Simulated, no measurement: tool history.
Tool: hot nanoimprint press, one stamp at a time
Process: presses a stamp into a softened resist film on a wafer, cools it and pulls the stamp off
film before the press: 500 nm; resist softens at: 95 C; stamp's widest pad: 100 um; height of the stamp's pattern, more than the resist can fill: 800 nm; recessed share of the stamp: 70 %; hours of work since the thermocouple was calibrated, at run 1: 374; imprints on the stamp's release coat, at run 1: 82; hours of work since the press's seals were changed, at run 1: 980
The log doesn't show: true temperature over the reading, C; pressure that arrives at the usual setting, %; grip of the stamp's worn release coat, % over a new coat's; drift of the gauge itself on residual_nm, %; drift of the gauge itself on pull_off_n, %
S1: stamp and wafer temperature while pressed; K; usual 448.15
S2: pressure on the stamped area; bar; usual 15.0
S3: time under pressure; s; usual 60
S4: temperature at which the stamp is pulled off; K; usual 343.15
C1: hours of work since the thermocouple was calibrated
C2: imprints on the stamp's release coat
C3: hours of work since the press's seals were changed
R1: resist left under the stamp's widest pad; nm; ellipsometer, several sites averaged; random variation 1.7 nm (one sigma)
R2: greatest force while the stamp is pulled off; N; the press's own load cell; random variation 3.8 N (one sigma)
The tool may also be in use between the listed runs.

Run 1, hour 0.0: usual settings; C1 374; C2 82; C3 980. Result: R1 289.7 nm, R2 183 N.
At hour 66.9: plate thermocouple calibrated.
Run 2, hour 66.9: usual settings; C1 0; C2 377; C3 1021. Result: R1 280.5 nm, R2 204 N.
Run 3, hour 112.5: usual settings; C1 29; C2 588; C3 1050. Result: R1 281.8 nm, R2 217 N.
At hour 142.9: stamp cleaned and given a new release coat.
Run 4, hour 163.6: usual settings; C1 58; C2 95; C3 1079. Result: R1 283.4 nm, R2 193 N.
Run 5, hour 209.3: usual settings; C1 88; C2 307; C3 1109. Result: R1 283.0 nm, R2 200 N.
Run 6, hour 262.5: usual settings but S2 18.4 bar; C1 122; C2 553; C3 1143. Result: R1 260.6 nm, R2 213 N.
At hour 303.9: stamp cleaned and given a new release coat.
At hour 341.2: press's hydraulic seals changed and the load cell set to zero.
Run 7, hour 356.4: usual settings but S2 18.4 bar; C1 174; C2 206; C3 10. Result: R1 250.5 nm, R2 204 N.
Run 8, hour 426.7: usual settings; C1 219; C2 531; C3 55. Result: R1 277.8 nm, R2 211 N.
At hour 472.3: stamp cleaned and given a new release coat.
Run 9, hour 497.4: usual settings but S1 450.15 K; C1 261; C2 116; C3 97. Result: R1 266.7 nm, R2 192 N.
Run 10, hour 576.6: usual settings; C1 312; C2 482; C3 148. Result: R1 280.0 nm, R2 210 N.
At hour 629.5: stamp cleaned and given a new release coat.
Run 11, hour 673.2: usual settings; C1 370; C2 203; C3 206. Result: R1 281.8 nm, R2 197 N.
At hour 750.5: plate thermocouple calibrated.
Run 12, hour 755.9: usual settings; C1 3; C2 571; C3 258. Result: R1 269.1 nm, R2 211 N.
At hour 789.4: stamp cleaned and given a new release coat.
Run 13, hour 856.1: usual settings; C1 64; C2 308; C3 318. Result: R1 274.5 nm, R2 203 N.
Run 14, hour 901.2: usual settings; C1 93; C2 517; C3 348. Result: R1 273.1 nm, R2 215 N.
At hour 949.3: stamp cleaned and given a new release coat.
Run 15, hour 982.5: usual settings but S2 18.6 bar, S3 72 s, S4 349.15 K; C1 142; C2 154; C3 396. Result: R1 233.8 nm, R2 185 N.
Run 16, hour 1063.2: usual settings but S1 437.15 K, S2 14.7 bar, S3 39 s, S4 347.15 K; C1 194; C2 527; C3 448. Result: R1 392.1 nm, R2 205 N.
At hour 1108.0: stamp cleaned and given a new release coat.
Run 17, hour 1133.1: usual settings but S1 453.15 K, S2 14.7 bar, S3 39 s, S4 347.15 K; C1 235; C2 116; C3 489. Result: R1 287.1 nm, R2 183 N.
Run 18, hour 1218.9: usual settings but S1 439.15 K, S2 14.7 bar, S3 39 s, S4 349.15 K; C1 290; C2 513; C3 545. Result: R1 381.3 nm, R2 207 N.
At hour 1269.5: stamp cleaned and given a new release coat.
Run 19, hour 1301.4: usual settings but S1 439.15 K, S2 14.7 bar, S3 39 s, S4 349.15 K; C1 340; C2 147; C3 594. Result: R1 382.3 nm, R2 180 N.
Run 20, hour 1376.3: usual settings but S2 10.3 bar, S4 337.15 K; C1 388; C2 494; C3 642. Result: R1 335.6 nm, R2 222 N.
At hour 1425.0: plate thermocouple calibrated.
At hour 1431.0: stamp cleaned and given a new release coat.
Run 21, hour 1445.7: usual settings but S2 15.7 bar; C1 9; C2 67; C3 681. Result: R1 272.7 nm, R2 188 N.
Run 22, hour 1504.3: usual settings but S2 15.7 bar; C1 47; C2 339; C3 719. Result: R1 275.0 nm, R2 197 N.
At hour 1592.5: stamp cleaned and given a new release coat.
Run 23, hour 1601.2: usual settings but S2 15.7 bar; C1 106; C2 41; C3 778. Result: R1 279.3 nm, R2 190 N.
Run 24, hour 1693.0: usual settings but S4 350.15 K; C1 165; C2 465; C3 837. Result: R1 282.0 nm, R2 197 N.
At hour 1750.7: stamp cleaned and given a new release coat.
Run 25, hour 1775.8: usual settings but S3 52 s, S4 350.15 K; C1 215; C2 116; C3 886. Result: R1 297.6 nm, R2 191 N.
Run 26, hour 1852.7: usual settings but S3 52 s, S4 350.15 K; C1 264; C2 471; C3 936. Result: R1 302.3 nm, R2 205 N.
At hour 1909.0: stamp cleaned and given a new release coat.
Run 27, hour 1928.3: usual settings but S2 10.5 bar, S4 336.15 K; C1 309; C2 89; C3 981. Result: R1 337.2 nm, R2 192 N.

Measured less the same run without the tool's hidden state. The same run-to-run variation is in both; the gauge's scatter may not be:
run     R1   R2
  1  +22.0   +7
  2  +10.4  +23
  3  +11.7  +36
  4  +12.9   +7
  5  +14.0  +19
  6  +17.8  +34
  7   +5.0  +14
  8   +7.0  +33
  9   +8.2   +9
 10  +10.8  +31
 11  +13.3  +15
 12   +1.5  +34
 13   +4.0  +19
 14   +5.2  +33
 15   +7.5  +10
 16   +9.0  +32
 17  +10.5   +8
 18  +13.2  +31
 19  +15.0  +10
 20  +15.1  +33
 21   +9.1   +4
 22  +10.6  +20
 23  +13.2   +4
 24  +15.1  +28
 25  +17.5   +8
 26  +19.8  +30
 27  +18.3   +8
